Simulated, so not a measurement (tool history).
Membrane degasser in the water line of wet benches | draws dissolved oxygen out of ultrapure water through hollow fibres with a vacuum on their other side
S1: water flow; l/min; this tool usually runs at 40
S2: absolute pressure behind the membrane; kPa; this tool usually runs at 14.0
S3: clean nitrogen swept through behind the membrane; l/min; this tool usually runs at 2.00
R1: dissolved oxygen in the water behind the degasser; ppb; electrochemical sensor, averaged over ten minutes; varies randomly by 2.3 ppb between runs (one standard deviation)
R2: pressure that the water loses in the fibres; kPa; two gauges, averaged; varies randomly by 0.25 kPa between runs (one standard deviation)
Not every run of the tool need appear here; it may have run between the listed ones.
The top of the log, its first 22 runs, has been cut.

run,hour,S1,S2,S3,R1,R2
23,4516.3,41,16.9,2.56,506.9,72.76
24,4792.4,41,16.9,2.56,507.7,72.15
25,5043.4,41,16.9,2.56,507.5,72.60
26,5327.7,42,16.2,1.10,959.6,74.48
27,5505.4,25,17.0,4.77,184.7,44.55
# hour 5519.6: vacuum gauge calibrated, once more
28,5820.9,29,17.0,3.61,261.4,51.74
29,6064.8,29,17.0,3.61,262.0,51.81
30,6248.7,29,21.6,0.82,1178.6,51.81
31,6397.4,29,21.6,0.82,1183.1,51.63

Here are 5 independent what-if runs from the current tool condition. What would each one return?
A,6726.4,29,13.4,0.82,?,?
B,6726.4,47,19.2,4.50,?,?
C,6726.4,30,30.8,0.82,?,?
D,6726.4,48,20.6,0.82,?,?
E,6726.4,29,11.4,0.82,?,?

run,R1,R2
A,703.6,52.09
B,402.5,84.37
C,1724.0,54.11
D,1611.4,86.55
E,572.0,51.89
What these runs would have given with no unlogged condition in the tool:
run,R1,R2
A,694.4,48.67
B,392.1,78.82
C,1713.5,50.59
D,1599.0,80.86
E,562.9,48.48
